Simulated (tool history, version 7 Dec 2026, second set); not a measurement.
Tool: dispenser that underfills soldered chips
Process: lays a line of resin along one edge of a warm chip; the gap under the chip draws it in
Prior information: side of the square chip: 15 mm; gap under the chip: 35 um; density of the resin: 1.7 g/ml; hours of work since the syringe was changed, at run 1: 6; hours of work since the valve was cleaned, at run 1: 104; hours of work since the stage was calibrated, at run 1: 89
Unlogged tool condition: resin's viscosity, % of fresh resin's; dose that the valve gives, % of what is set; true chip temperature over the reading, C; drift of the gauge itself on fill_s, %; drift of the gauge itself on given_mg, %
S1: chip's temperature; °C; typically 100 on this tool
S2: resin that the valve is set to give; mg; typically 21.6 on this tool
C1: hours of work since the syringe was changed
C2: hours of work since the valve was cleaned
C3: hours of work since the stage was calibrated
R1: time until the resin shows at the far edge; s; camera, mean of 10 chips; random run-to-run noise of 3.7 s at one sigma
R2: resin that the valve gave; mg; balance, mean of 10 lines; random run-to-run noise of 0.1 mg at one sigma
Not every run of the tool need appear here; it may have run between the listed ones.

Run 1, hour 0.0: usual settings; C1 6; C2 104; C3 89. Result: R1 661.0 s, R2 19.84 mg.
Run 2, hour 4.1: usual settings but S2 19.8 mg; C1 9; C2 107; C3 92. Result: R1 840.8 s, R2 18.05 mg.
At hour 8.1: new syringe of resin.
Run 3, hour 8.7: usual settings but S2 27.9 mg; C1 0; C2 109; C3 95. Result: R1 396.6 s, R2 25.22 mg.
Run 4, hour 12.6: usual settings but S2 27.9 mg; C1 3; C2 112; C3 97. Result: R1 494.9 s, R2 25.47 mg.
Run 5, hour 17.4: usual settings but S2 27.9 mg; C1 6; C2 115; C3 100. Result: R1 638.6 s, R2 25.20 mg.
Run 6, hour 22.8: usual settings but S2 27.9 mg; C1 9; C2 118; C3 104. Result: R1 856.2 s, R2 25.24 mg.
At hour 25.4: new syringe of resin.
Run 7, hour 28.9: usual settings but S2 27.9 mg; C1 2; C2 122; C3 107. Result: R1 461.8 s, R2 25.18 mg.
Run 8, hour 34.1: usual settings but S2 24.8 mg; C1 6; C2 125; C3 111. Result: R1 614.4 s, R2 22.27 mg.
Run 9, hour 39.6: usual settings but S2 24.8 mg; C1 9; C2 129; C3 114. Result: R1 862.9 s, R2 22.08 mg.
At hour 42.7: new syringe of resin.
Run 10, hour 43.7: usual settings but S2 24.8 mg; C1 1; C2 131; C3 117. Result: R1 397.8 s, R2 22.12 mg.
At hour 45.3: dispensing valve cleaned and set on the balance.
Run 11, hour 50.0: usual settings but S1 94 °C, S2 18.4 mg; C1 4; C2 3; C3 120. Result: R1 737.1 s, R2 18.18 mg.
Run 12, hour 54.4: usual settings but S1 94 °C, S2 18.4 mg; C1 7; C2 6; C3 123. Result: R1 932.6 s, R2 18.19 mg.
Run 13, hour 59.7: usual settings but S1 106 °C, S2 24.1 mg; C1 10; C2 9; C3 126. Result: R1 700.1 s, R2 23.84 mg.
At hour 60.7: new syringe of resin.
Run 14, hour 66.6: usual settings but S1 106 °C, S2 26.4 mg; C1 4; C2 13; C3 131. Result: R1 406.7 s, R2 26.09 mg.
Run 15, hour 70.6: usual settings but S1 96 °C, S2 26.2 mg; C1 6; C2 16; C3 133. Result: R1 776.8 s, R2 26.00 mg.
Run 16, hour 74.2: usual settings but S1 105 °C, S2 24.1 mg; C1 9; C2 18; C3 135. Result: R1 654.4 s, R2 23.88 mg.
Run 17, hour 77.0: usual settings but S1 96 °C; C1 10; C2 20; C3 137. Result: R1 1138.8 s, R2 21.23 mg.
At hour 77.7: new syringe of resin.
Run 18, hour 82.2: usual settings but S1 96 °C; C1 3; C2 23; C3 140. Result: R1 595.7 s, R2 20.92 mg.
Run 19, hour 86.9: usual settings but S1 94 °C, S2 24.2 mg; C1 6; C2 26; C3 143. Result: R1 822.0 s, R2 23.80 mg.

Some steps in R1, run to run, broken into two amounts with sign: the step expected even without the hidden condition (settings, incoming material, random variation), and the rest, left for the hidden condition together with whatever gauge scatter is not in both the measured and the hidden-condition-free result:
Run 17 -> 18: new syringe of resin. R1 -543.1 s: hidden state -549.8, all else +6.7.

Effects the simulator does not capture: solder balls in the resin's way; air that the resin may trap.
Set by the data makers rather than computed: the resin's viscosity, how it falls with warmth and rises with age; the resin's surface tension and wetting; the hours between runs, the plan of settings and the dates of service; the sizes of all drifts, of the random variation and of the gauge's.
